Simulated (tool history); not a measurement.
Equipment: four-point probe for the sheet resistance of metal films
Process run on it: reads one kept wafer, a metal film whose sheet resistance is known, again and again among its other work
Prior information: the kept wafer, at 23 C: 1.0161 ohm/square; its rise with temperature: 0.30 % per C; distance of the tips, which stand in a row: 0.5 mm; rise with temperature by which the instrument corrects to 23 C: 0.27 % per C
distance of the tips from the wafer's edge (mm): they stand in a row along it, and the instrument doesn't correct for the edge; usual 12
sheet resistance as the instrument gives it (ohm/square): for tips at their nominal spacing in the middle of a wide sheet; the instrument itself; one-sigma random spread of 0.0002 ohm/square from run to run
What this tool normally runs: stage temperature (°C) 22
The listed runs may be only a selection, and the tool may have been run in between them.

run	hour	stage temperature (°C)	distance of the tips from the wafer's edge (mm)	sheet resistance as the instrument gives it (ohm/square)
1	0	22	12	1.003953
2	13.1	22	24	1.002455
3	19.5	22	12	1.003606
4	29.8	22	12	1.003668
5	38.3	26	12	1.00433
6	52.8	26	12	1.004538
7	60.7	26	12	1.003965
8	69.9	22	12	1.003367
9	80.1	22	12	1.00329
10	94.6	22	12	1.003092
11	104	22	12	1.002951
12	115.6	25	12	1.003277
13	124	22	12	1.002778
14	130.1	25	12	1.003005
15	136.4	25	12	1.003393

Forecast run 16:
16	150	22	20	?

Logged for run 16: sheet resistance as the instrument gives it (ohm/square) 1.002177.
Take away the tool's hidden state, keep the run-to-run variation as it was, and the same run would have given sheet resistance as the instrument gives it (ohm/square) 1.0164.

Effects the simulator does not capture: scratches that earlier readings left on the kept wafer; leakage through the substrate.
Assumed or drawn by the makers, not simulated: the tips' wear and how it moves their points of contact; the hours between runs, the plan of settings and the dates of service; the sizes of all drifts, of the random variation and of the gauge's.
